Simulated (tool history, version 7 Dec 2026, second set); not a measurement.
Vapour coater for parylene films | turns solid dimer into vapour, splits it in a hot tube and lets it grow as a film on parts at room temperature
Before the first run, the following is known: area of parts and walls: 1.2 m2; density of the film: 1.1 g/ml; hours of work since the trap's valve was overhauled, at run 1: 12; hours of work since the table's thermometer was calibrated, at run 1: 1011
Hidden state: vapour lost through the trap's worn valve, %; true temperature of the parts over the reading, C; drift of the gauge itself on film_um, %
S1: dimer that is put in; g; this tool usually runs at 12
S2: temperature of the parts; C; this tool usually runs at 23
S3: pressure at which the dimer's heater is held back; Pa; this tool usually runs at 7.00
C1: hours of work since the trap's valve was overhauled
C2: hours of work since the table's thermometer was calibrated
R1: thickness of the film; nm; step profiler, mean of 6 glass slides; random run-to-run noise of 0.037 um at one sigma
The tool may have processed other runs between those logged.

run,hour,S1,S2,S3,C1,C2,R1
1,0.0,12,23,7.00,12,1011,4910
2,33.4,12,23,7.00,34,1033,4880
3,63.8,12,23,7.00,53,1052,4830
4,96.1,12,23,7.00,73,1072,4790
5,132.6,12,33,7.00,97,1096,3870
6,159.4,12,33,7.00,114,1113,3770
7,191.0,12,23,7.00,134,1133,4670
8,220.6,12,23,7.00,153,1152,4630
9,266.3,12,23,7.00,182,1181,4510
10,293.5,12,23,7.00,199,1198,4620
11,315.8,12,23,7.00,213,1212,4530
12,356.4,12,23,7.00,239,1238,4520
13,399.7,12,23,7.00,266,1265,4410
14,439.0,11,23,7.00,291,1290,4010
# hour 482.6: trap's valve overhauled
15,485.3,5,30,2.24,2,1317,2070
16,522.7,18,16,2.24,25,1341,10270
17,550.3,22,20,8.14,43,1359,9420
18,584.0,11,20,10.48,64,1380,4560
19,628.9,13,35,8.57,93,1409,3850
20,668.4,10,22,8.57,118,1434,3950
21,703.9,15,22,7.00,141,1456,6020
22,739.2,14,34,9.19,163,1479,4100
23,769.9,14,34,9.19,183,1498,4060
24,806.2,14,34,9.19,206,1521,4030
25,831.3,7,32,9.78,222,1537,2060
26,873.0,7,32,9.78,248,1564,2080
27,902.1,13,23,10.49,267,1582,4490
28,933.3,13,16,10.49,286,1602,5330

How the hidden state differs across the entries between the runs, from the last listed run before each to the first after it:
Logged between run 14 and run 15: trap's valve overhauled (hour 482.6)
  vapour lost through the trap's worn valve, %: 11.5 -> 0.1; true temperature of the parts over the reading, C: -0.54 -> -0.55
  measured result minus the result with no hidden state, R1: -470 -> +20 nm

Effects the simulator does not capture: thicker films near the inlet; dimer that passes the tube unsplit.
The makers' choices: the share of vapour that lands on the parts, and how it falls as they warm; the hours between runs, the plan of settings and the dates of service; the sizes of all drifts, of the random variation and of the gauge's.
